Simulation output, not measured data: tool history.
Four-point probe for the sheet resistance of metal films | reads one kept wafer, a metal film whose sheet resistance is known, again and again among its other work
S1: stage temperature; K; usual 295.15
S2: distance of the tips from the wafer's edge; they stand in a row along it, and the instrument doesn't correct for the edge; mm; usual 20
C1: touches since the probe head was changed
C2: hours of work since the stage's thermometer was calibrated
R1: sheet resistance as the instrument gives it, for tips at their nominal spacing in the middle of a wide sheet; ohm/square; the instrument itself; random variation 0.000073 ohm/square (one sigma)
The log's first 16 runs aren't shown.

run 17 hour=442 | S1=297.15 S2=20 | C1=60189 C2=54 | R1=0.364931
run 18 hour=462.9 | S1=297.15 S2=20 | C1=60949 C2=66 | R1=0.364844
run 19 hour=481.9 | S1=293.15 S2=14 | C1=61640 C2=78 | R1=0.367725
run 20 hour=498.4 | S1=297.15 S2=40 | C1=62242 C2=88 | R1=0.364094
-- hour=510.5 stage's thermometer calibrated, once more
run 21 hour=522.2 | S1=305.15 S2=9 | C1=63087 C2=7 | R1=0.363614
run 22 hour=548.8 | S1=300.15 S2=21 | C1=64057 C2=23 | R1=0.363279
run 23 hour=580.3 | S1=293.15 S2=26 | C1=65202 C2=42 | R1=0.366524
run 24 hour=595.2 | S1=304.15 S2=42 | C1=65744 C2=51 | R1=0.360442
run 25 hour=613.2 | S1=291.15 S2=13 | C1=66399 C2=61 | R1=0.369173
run 26 hour=637 | S1=293.15 S2=3 | C1=67263 C2=76 | R1=0.398116
run 27 hour=655.4 | S1=300.15 S2=5 | C1=67934 C2=87 | R1=0.374531
run 28 hour=678.7 | S1=300.15 S2=5 | C1=68780 C2=101 | R1=0.374518
run 29 hour=695.6 | S1=305.15 S2=36 | C1=69396 C2=111 | R1=0.360037
run 30 hour=720.9 | S1=306.15 S2=47 | C1=70318 C2=126 | R1=0.359377
run 31 hour=744.9 | S1=299.15 S2=31 | C1=71189 C2=140 | R1=0.363071
run 32 hour=764.8 | S1=305.15 S2=20 | C1=71914 C2=152 | R1=0.360298
run 33 hour=789.5 | S1=299.15 S2=26 | C1=72812 C2=167 | R1=0.363195

Forecast each of these 3 alternatives for the next run:
run A hour=804.4 | S1=291.15 S2=26 | C1=73355 C2=176 | R1=?
run B hour=804.4 | S1=295.15 S2=5 | C1=73355 C2=176 | R1=?
run C hour=804.4 | S1=298.15 S2=18 | C1=73355 C2=176 | R1=?

run=A R1=0.367561
run=B R1=0.377271
run=C R1=0.364412
Without the tool's hidden state the same runs would have given:
run=A R1=0.366905
run=B R1=0.376599
run=C R1=0.363759
